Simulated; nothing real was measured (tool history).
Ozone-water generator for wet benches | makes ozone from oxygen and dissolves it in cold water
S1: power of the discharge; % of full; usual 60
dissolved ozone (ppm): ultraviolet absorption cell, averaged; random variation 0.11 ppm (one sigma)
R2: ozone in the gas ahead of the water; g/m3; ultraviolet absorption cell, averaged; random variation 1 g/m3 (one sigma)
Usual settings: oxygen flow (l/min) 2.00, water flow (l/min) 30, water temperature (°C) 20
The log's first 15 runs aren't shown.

{"run": 16, "day": 92.6, "S1": 78, "oxygen flow (l/min)": 2.0, "water flow (l/min)": 30, "water temperature (°C)": 20, "dissolved ozone (ppm)": 6.5, "R2": 161.0}
{"run": 17, "day": 98.612, "S1": 92, "oxygen flow (l/min)": 2.0, "water flow (l/min)": 19, "water temperature (°C)": 20, "dissolved ozone (ppm)": 11.5, "R2": 173.9}
{"run": 18, "day": 106.725, "S1": 80, "oxygen flow (l/min)": 1.96, "water flow (l/min)": 19, "water temperature (°C)": 20, "dissolved ozone (ppm)": 10.6, "R2": 161.8}
{"run": 19, "day": 111.679, "S1": 80, "oxygen flow (l/min)": 1.96, "water flow (l/min)": 19, "water temperature (°C)": 20, "dissolved ozone (ppm)": 10.7, "R2": 161.5}
{"run": 20, "day": 117.192, "S1": 83, "oxygen flow (l/min)": 2.22, "water flow (l/min)": 37, "water temperature (°C)": 15, "dissolved ozone (ppm)": 5.5, "R2": 156.8}
{"day": 117.808, "done": "water thermometer calibrated, once more"}
{"run": 21, "day": 125.275, "S1": 83, "oxygen flow (l/min)": 2.3, "water flow (l/min)": 37, "water temperature (°C)": 25, "dissolved ozone (ppm)": 5.3, "R2": 151.8}
{"run": 22, "day": 129.725, "S1": 83, "oxygen flow (l/min)": 2.3, "water flow (l/min)": 37, "water temperature (°C)": 25, "dissolved ozone (ppm)": 5.4, "R2": 152.7}
{"run": 23, "day": 135.988, "S1": 70, "oxygen flow (l/min)": 1.34, "water flow (l/min)": 25, "water temperature (°C)": 19, "dissolved ozone (ppm)": 6.0, "R2": 168.7}
{"run": 24, "day": 142.946, "S1": 60, "oxygen flow (l/min)": 2.28, "water flow (l/min)": 35, "water temperature (°C)": 17, "dissolved ozone (ppm)": 5.1, "R2": 129.6}
{"run": 25, "day": 148.038, "S1": 60, "oxygen flow (l/min)": 2.28, "water flow (l/min)": 35, "water temperature (°C)": 17, "dissolved ozone (ppm)": 5.3, "R2": 129.1}
{"run": 26, "day": 152.112, "S1": 60, "oxygen flow (l/min)": 2.28, "water flow (l/min)": 35, "water temperature (°C)": 17, "dissolved ozone (ppm)": 4.8, "R2": 130.4}
{"run": 27, "day": 158.946, "S1": 45, "oxygen flow (l/min)": 1.01, "water flow (l/min)": 35, "water temperature (°C)": 18, "dissolved ozone (ppm)": 2.9, "R2": 149.3}
{"run": 28, "day": 163.562, "S1": 45, "oxygen flow (l/min)": 1.78, "water flow (l/min)": 35, "water temperature (°C)": 22, "dissolved ozone (ppm)": 3.7, "R2": 122.0}
{"run": 29, "day": 167.554, "S1": 45, "oxygen flow (l/min)": 1.78, "water flow (l/min)": 35, "water temperature (°C)": 22, "dissolved ozone (ppm)": 3.7, "R2": 123.6}

The next listed run, before its measurement:
{"run": 30, "day": 174.008, "S1": 45, "oxygen flow (l/min)": 1.78, "water flow (l/min)": 35, "water temperature (°C)": 22, "dissolved ozone (ppm)": "?", "R2": "?"}

Run 30 gave dissolved ozone (ppm) 3.8, R2 123.1 g/m3.
Without the tool's hidden state the same run would have given dissolved ozone (ppm) 4.9, R2 156.7 g/m3.
